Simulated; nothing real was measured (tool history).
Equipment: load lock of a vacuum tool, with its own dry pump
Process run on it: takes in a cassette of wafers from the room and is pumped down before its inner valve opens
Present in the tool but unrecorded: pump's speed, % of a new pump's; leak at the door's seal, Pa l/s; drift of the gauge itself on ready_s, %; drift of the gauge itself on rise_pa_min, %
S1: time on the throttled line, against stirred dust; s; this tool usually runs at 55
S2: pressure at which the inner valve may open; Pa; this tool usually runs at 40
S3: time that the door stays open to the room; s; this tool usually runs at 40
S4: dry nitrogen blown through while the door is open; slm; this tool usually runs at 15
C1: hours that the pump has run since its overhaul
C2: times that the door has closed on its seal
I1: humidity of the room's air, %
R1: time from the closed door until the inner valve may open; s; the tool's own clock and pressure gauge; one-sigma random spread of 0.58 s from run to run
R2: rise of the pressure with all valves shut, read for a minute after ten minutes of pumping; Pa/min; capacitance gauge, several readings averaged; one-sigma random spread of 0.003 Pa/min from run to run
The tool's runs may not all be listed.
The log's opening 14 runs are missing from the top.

run 15 day=117.529 | S1=55 S2=59 S3=40 S4=15 | C1=10239 C2=22058 | I1=46.0 | R1=90.4 R2=0.434
run 16 day=129.662 | S1=55 S2=59 S3=40 S4=15 | C1=10530 C2=22569 | I1=44.7 | R1=90.7 R2=0.452
run 17 day=136.588 | S1=55 S2=59 S3=40 S4=15 | C1=10696 C2=22860 | I1=45.0 | R1=90.4 R2=0.466
run 18 day=144.229 | S1=55 S2=59 S3=40 S4=15 | C1=10880 C2=23181 | I1=44.7 | R1=90.9 R2=0.476
run 19 day=151.617 | S1=55 S2=59 S3=40 S4=10 | C1=11057 C2=23492 | I1=48.7 | R1=91.2 R2=0.482
run 20 day=162.692 | S1=37 S2=58 S3=40 S4=6 | C1=11323 C2=23958 | I1=45.8 | R1=78.7 R2=0.499
run 21 day=172.221 | S1=36 S2=58 S3=60 S4=11 | C1=11552 C2=24358 | I1=45.9 | R1=77.6 R2=0.517
run 22 day=179.896 | S1=36 S2=58 S3=215 S4=42 | C1=11736 C2=24681 | I1=46.7 | R1=79.0 R2=0.541
-- day=187.358 dry pump taken out, an overhauled one fitted
run 23 day=189.875 | S1=39 S2=40 S3=90 S4=9 | C1=60 C2=25090 | I1=43.3 | R1=70.8 R2=0.564
-- day=197.667 door's seal changed, seat wiped
run 24 day=200.767 | S1=42 S2=40 S3=40 S4=30 | C1=320 C2=131 | I1=41.9 | R1=72.8 R2=0.014
run 25 day=212.267 | S1=42 S2=40 S3=40 S4=30 | C1=596 C2=614 | I1=46.5 | R1=73.1 R2=0.017
run 26 day=218.788 | S1=38 S2=29 S3=179 S4=7 | C1=753 C2=888 | I1=46.1 | R1=70.7 R2=0.064
run 27 day=226.283 | S1=55 S2=28 S3=40 S4=15 | C1=933 C2=1203 | I1=44.4 | R1=85.3 R2=0.026
run 28 day=235.500 | S1=55 S2=40 S3=84 S4=18 | C1=1154 C2=1591 | I1=44.6 | R1=84.0 R2=0.045
run 29 day=242.800 | S1=55 S2=40 S3=84 S4=18 | C1=1329 C2=1898 | I1=48.6 | R1=83.9 R2=0.045
run 30 day=250.900 | S1=36 S2=33 S3=221 S4=31 | C1=1524 C2=2239 | I1=46.3 | R1=69.5 R2=0.061
run 31 day=256.621 | S1=36 S2=68 S3=46 S4=31 | C1=1661 C2=2479 | I1=44.7 | R1=65.6 R2=0.036
run 32 day=261.954 | S1=36 S2=68 S3=65 S4=31 | C1=1789 C2=2704 | I1=43.9 | R1=66.1 R2=0.040
run 33 day=269.104 | S1=41 S2=49 S3=78 S4=8 | C1=1960 C2=3004 | I1=50.0 | R1=72.7 R2=0.063
run 34 day=277.321 | S1=41 S2=49 S3=78 S4=8 | C1=2158 C2=3350 | I1=47.4 | R1=72.6 R2=0.060
run 35 day=289.592 | S1=51 S2=56 S3=47 S4=15 | C1=2452 C2=3866 | I1=43.6 | R1=79.8 R2=0.046
run 36 day=297.233 | S1=35 S2=40 S3=92 S4=15 | C1=2636 C2=4187 | I1=42.0 | R1=69.3 R2=0.068

Run 37, settings as shown, results not yet in. Your forecast:
run 37 day=302.729 | S1=93 S2=52 S3=83 S4=5 | C1=2767 C2=4418 | I1=43.4 | R1=? R2=?

R1: 114.4 s
R2: 0.071 Pa/min
Without the tool's hidden state the same run would have given R1 113.4 s, R2 0.034 Pa/min.

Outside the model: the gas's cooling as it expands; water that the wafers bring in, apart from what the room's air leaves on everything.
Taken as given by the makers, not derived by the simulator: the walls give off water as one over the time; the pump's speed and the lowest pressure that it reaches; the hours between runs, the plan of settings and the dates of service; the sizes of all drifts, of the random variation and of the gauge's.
